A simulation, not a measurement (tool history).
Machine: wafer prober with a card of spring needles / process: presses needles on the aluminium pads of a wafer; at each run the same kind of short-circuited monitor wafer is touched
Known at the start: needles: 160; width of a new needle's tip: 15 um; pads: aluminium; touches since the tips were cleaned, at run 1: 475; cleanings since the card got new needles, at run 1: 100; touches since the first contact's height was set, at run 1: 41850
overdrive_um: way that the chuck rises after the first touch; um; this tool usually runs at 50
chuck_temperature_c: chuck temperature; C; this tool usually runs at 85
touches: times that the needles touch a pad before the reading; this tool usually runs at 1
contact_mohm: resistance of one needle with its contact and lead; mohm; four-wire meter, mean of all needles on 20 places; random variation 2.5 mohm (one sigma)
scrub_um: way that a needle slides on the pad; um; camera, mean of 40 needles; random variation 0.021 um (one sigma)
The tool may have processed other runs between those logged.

run   hour  overdrive_um  chuck_temperature_c  touches  touches since the tips were cleaned  cleanings since the card got new needles  touches since the first contact's height was set  contact_mohm  scrub_um
  1    0.0            50                   85        1                                  475                                       100                                             41850           389      9.86
       6.4  -- tips cleaned on abrasive film
      14.3  -- tips cleaned on abrasive film
      20.7  -- tips cleaned on abrasive film
      28.6  -- tips cleaned on abrasive film
      35.0  -- tips cleaned on abrasive film
      35.3  -- height of the first contact set anew
      43.2  -- tips cleaned on abrasive film
      49.6  -- tips cleaned on abrasive film
      56.0  -- tips cleaned on abrasive film
      63.9  -- tips cleaned on abrasive film
      70.3  -- tips cleaned on abrasive film
      78.2  -- tips cleaned on abrasive film
  2   83.9            50                   85        3                                 3351                                       111                                             28175           406     10.00
      85.6  -- tips cleaned on abrasive film
      92.0  -- tips cleaned on abrasive film
      98.3  -- tips cleaned on abrasive film
     106.3  -- tips cleaned on abrasive film
     114.2  -- tips cleaned on abrasive film
     120.6  -- tips cleaned on abrasive film, once more
     126.9  -- tips cleaned on abrasive film
     133.3  -- tips cleaned on abrasive film
     141.3  -- tips cleaned on abrasive film
     141.6  -- height of the first contact set anew
     147.9  -- tips cleaned on abrasive film
     154.3  -- tips cleaned on abrasive film
  3  158.1            35                   85        1                                 2227                                       122                                              9583           856      7.06
     161.3  -- tips cleaned on abrasive film
     169.3  -- tips cleaned on abrasive film
     175.6  -- tips cleaned on abrasive film
     182.0  -- tips cleaned on abrasive film
     188.4  -- tips cleaned on abrasive film
  4  192.8            50                   85        1                                 2612                                       127                                             29666           606      9.96
     196.1  -- tips cleaned on abrasive film
     202.4  -- tips cleaned on abrasive film
     208.8  -- tips cleaned on abrasive film
     215.2  -- tips cleaned on abrasive film
     221.5  -- tips cleaned on abrasive film
     229.5  -- tips cleaned on abrasive film
     237.4  -- tips cleaned on abrasive film
  5  243.3            50                   85        1                                 3431                                       134                                             58842           657      9.83
     244.9  -- tips cleaned on abrasive film
     248.4  -- height of the first contact set anew
     253.2  -- tips cleaned on abrasive film
     261.1  -- tips cleaned on abrasive film
     269.1  -- tips cleaned on abrasive film
     275.4  -- tips cleaned on abrasive film
     283.4  -- tips cleaned on abrasive film
  6  285.2            50                   85        1                                 1051                                       140                                             21279           496     10.00
     290.0  -- tips cleaned on abrasive film
     296.3  -- tips cleaned on abrasive film
     302.7  -- tips cleaned on abrasive film
     310.6  -- tips cleaned on abrasive film
     317.0  -- tips cleaned on abrasive film
     323.4  -- tips cleaned on abrasive film
     329.7  -- tips cleaned on abrasive film
     336.1  -- tips cleaned on abrasive film
  7  339.5            50                   41        1                                 1958                                       148                                             52660           617      9.83
     342.7  -- tips cleaned on abrasive film
     349.1  -- tips cleaned on abrasive film
     355.4  -- tips cleaned on abrasive film
     355.7  -- height of the first contact set anew
     363.7  -- tips cleaned on abrasive film
     371.6  -- tips cleaned on abrasive film
     378.0  -- tips cleaned on abrasive film
  8  380.7            45                   41        1                                 1589                                       154                                             14461           648      9.02
     385.5  -- tips cleaned on abrasive film
     391.9  -- tips cleaned on abrasive film
     399.8  -- tips cleaned on abrasive film
     406.2  -- tips cleaned on abrasive film
     414.1  -- tips cleaned on abrasive film
     422.0  -- tips cleaned on abrasive film
     430.0  -- tips cleaned on abrasive film
  9  433.7            50                   38        2                                 2187                                       161                                             45152           476      9.87
     436.9  -- tips cleaned on abrasive film
     443.3  -- tips cleaned on abrasive film
     451.3  -- tips cleaned on abrasive film
     457.6  -- tips cleaned on abrasive film
     462.6  -- height of the first contact set anew
     465.9  -- tips cleaned on abrasive film
     472.2  -- tips cleaned on abrasive film
     478.6  -- tips cleaned on abrasive film
     485.0  -- tips cleaned on abrasive film
     492.9  -- tips cleaned on abrasive film
     499.3  -- tips cleaned on abrasive film
 10  500.2            49                   54        1                                  562                                       171                                             21709           451      9.75
     506.6  -- tips cleaned on abrasive film
     513.0  -- tips cleaned on abrasive film
     519.3  -- tips cleaned on abrasive film
     525.7  -- tips cleaned on abrasive film
     532.1  -- tips cleaned on abrasive film
     540.0  -- tips cleaned on abrasive film
     546.4  -- tips cleaned on abrasive film
     554.3  -- tips cleaned on abrasive film
     562.3  -- tips cleaned on abrasive film
     568.6  -- tips cleaned on abrasive film
     568.9  -- height of the first contact set anew
     575.3  -- tips cleaned on abrasive film
 11  578.6            60                   85        1                                 1945                                       182                                              5623           503     12.08
     581.9  -- tips cleaned on abrasive film
     588.2  -- tips cleaned on abrasive film
     594.6  -- tips cleaned on abrasive film
     601.0  -- tips cleaned on abrasive film
     608.9  -- tips cleaned on abrasive film
     616.8  -- tips cleaned on abrasive film
     623.2  -- tips cleaned on abrasive film
     631.1  -- tips cleaned on abrasive film
     637.5  -- tips cleaned on abrasive film
     643.9  -- tips cleaned on abrasive film
     650.3  -- tips cleaned on abrasive film
     656.6  -- tips cleaned on abrasive film
 12  657.6            60                   85        1                                  585                                       194                                             51260           400     11.85
     664.0  -- tips cleaned on abrasive film
     671.9  -- tips cleaned on abrasive film
     675.4  -- height of the first contact set anew
     678.6  -- tips cleaned on abrasive film
     685.0  -- tips cleaned on abrasive film
     692.9  -- tips cleaned on abrasive film
     699.3  -- tips cleaned on abrasive film
     707.2  -- tips cleaned on abrasive film
 13  712.7            60                   85        1                                 3199                                       201                                             21588           601     12.03

The next listed run, before its measurement:
     714.3  -- tips cleaned on abrasive film
     720.7  -- tips cleaned on abrasive film
     728.7  -- tips cleaned on abrasive film
     735.0  -- tips cleaned on abrasive film
     743.0  -- tips cleaned on abrasive film
     749.3  -- tips cleaned on abrasive film
     755.7  -- tips cleaned on abrasive film
     762.4  -- tips cleaned on abrasive film
 14  762.4            32                   58        1                                    0                                       209                                             50268             ?         ?

{"run 14": {"contact_mohm": 435, "scrub_um": 6.2}}
On a tool with no hidden condition, and with the same random variation, this run would have come out at contact_mohm 289 mohm, scrub_um 6.48 um.
